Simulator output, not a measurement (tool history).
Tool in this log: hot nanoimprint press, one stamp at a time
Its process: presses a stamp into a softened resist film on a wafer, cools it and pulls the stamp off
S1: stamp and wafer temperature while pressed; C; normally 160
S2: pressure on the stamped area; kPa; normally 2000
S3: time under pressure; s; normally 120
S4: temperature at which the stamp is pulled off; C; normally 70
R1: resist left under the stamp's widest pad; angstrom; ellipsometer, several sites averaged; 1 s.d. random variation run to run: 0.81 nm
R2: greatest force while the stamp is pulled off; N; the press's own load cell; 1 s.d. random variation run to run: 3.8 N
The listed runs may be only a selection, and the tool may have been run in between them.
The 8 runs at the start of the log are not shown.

{"run": 9, "hour": 521.0, "S1": 160, "S2": 2000, "S3": 238, "S4": 70, "R1": 843, "R2": 179}
{"run": 10, "hour": 594.7, "S1": 160, "S2": 2000, "S3": 238, "S4": 70, "R1": 836, "R2": 180}
{"run": 11, "hour": 684.2, "S1": 160, "S2": 2000, "S3": 238, "S4": 70, "R1": 838, "R2": 179}
{"run": 12, "hour": 752.0, "S1": 160, "S2": 2000, "S3": 120, "S4": 70, "R1": 1065, "R2": 186}
{"run": 13, "hour": 849.1, "S1": 160, "S2": 2000, "S3": 120, "S4": 70, "R1": 1050, "R2": 181}
{"hour": 893.6, "done": "press's hydraulic seals changed and the load cell set to zero"}
{"run": 14, "hour": 931.9, "S1": 160, "S2": 2000, "S3": 120, "S4": 70, "R1": 1080, "R2": 181}
{"hour": 1001.8, "done": "plate thermocouple calibrated"}
{"run": 15, "hour": 1011.3, "S1": 160, "S2": 2000, "S3": 120, "S4": 70, "R1": 1058, "R2": 183}
{"run": 16, "hour": 1084.7, "S1": 160, "S2": 2000, "S3": 120, "S4": 64, "R1": 1083, "R2": 201}
{"run": 17, "hour": 1160.1, "S1": 160, "S2": 2000, "S3": 120, "S4": 64, "R1": 1068, "R2": 198}
{"run": 18, "hour": 1249.7, "S1": 160, "S2": 1870, "S3": 120, "S4": 70, "R1": 1106, "R2": 180}
{"hour": 1281.7, "done": "stamp cleaned and given a new release coat"}
{"run": 19, "hour": 1330.5, "S1": 160, "S2": 1870, "S3": 120, "S4": 70, "R1": 1101, "R2": 180}
{"run": 20, "hour": 1414.0, "S1": 160, "S2": 2000, "S3": 63, "S4": 70, "R1": 1326, "R2": 179}
{"run": 21, "hour": 1478.1, "S1": 160, "S2": 2000, "S3": 63, "S4": 70, "R1": 1312, "R2": 188}
{"run": 22, "hour": 1521.9, "S1": 169, "S2": 2610, "S3": 155, "S4": 70, "R1": 515, "R2": 184}
{"hour": 1558.9, "done": "plate thermocouple calibrated"}
{"run": 23, "hour": 1573.0, "S1": 169, "S2": 2610, "S3": 155, "S4": 70, "R1": 535, "R2": 183}
{"run": 24, "hour": 1677.0, "S1": 169, "S2": 2700, "S3": 155, "S4": 73, "R1": 521, "R2": 179}
{"run": 25, "hour": 1752.4, "S1": 169, "S2": 2700, "S3": 155, "S4": 73, "R1": 516, "R2": 184}
{"run": 26, "hour": 1850.8, "S1": 163, "S2": 2290, "S3": 173, "S4": 62, "R1": 734, "R2": 200}
{"run": 27, "hour": 1908.8, "S1": 171, "S2": 2000, "S3": 164, "S4": 70, "R1": 560, "R2": 179}
{"run": 28, "hour": 1953.8, "S1": 171, "S2": 2000, "S3": 164, "S4": 70, "R1": 549, "R2": 181}
{"run": 29, "hour": 2030.5, "S1": 156, "S2": 2000, "S3": 152, "S4": 70, "R1": 1201, "R2": 179}
{"run": 30, "hour": 2086.7, "S1": 150, "S2": 2560, "S3": 120, "S4": 77, "R1": 1532, "R2": 171}
{"hour": 2111.7, "done": "plate thermocouple calibrated"}
{"run": 31, "hour": 2182.9, "S1": 152, "S2": 1920, "S3": 92, "S4": 55, "R1": 1692, "R2": 215}

Here are 3 independent what-if runs from the current tool condition. What would each one return?
{"run": "A", "hour": 2234.2, "S1": 155, "S2": 1660, "S3": 127, "S4": 55, "R1": "?", "R2": "?"}
{"run": "B", "hour": 2234.2, "S1": 152, "S2": 1880, "S3": 159, "S4": 70, "R1": "?", "R2": "?"}
{"run": "C", "hour": 2234.2, "S1": 152, "S2": 1610, "S3": 209, "S4": 55, "R1": "?", "R2": "?"}

run=A R1=1457 R2=212
run=B R1=1470 R2=189
run=C R1=1451 R2=208
Take away the tool's hidden state, keep each run's random variation, and the runs would have read:
run=A R1=1455 R2=210
run=B R1=1469 R2=188
run=C R1=1450 R2=207
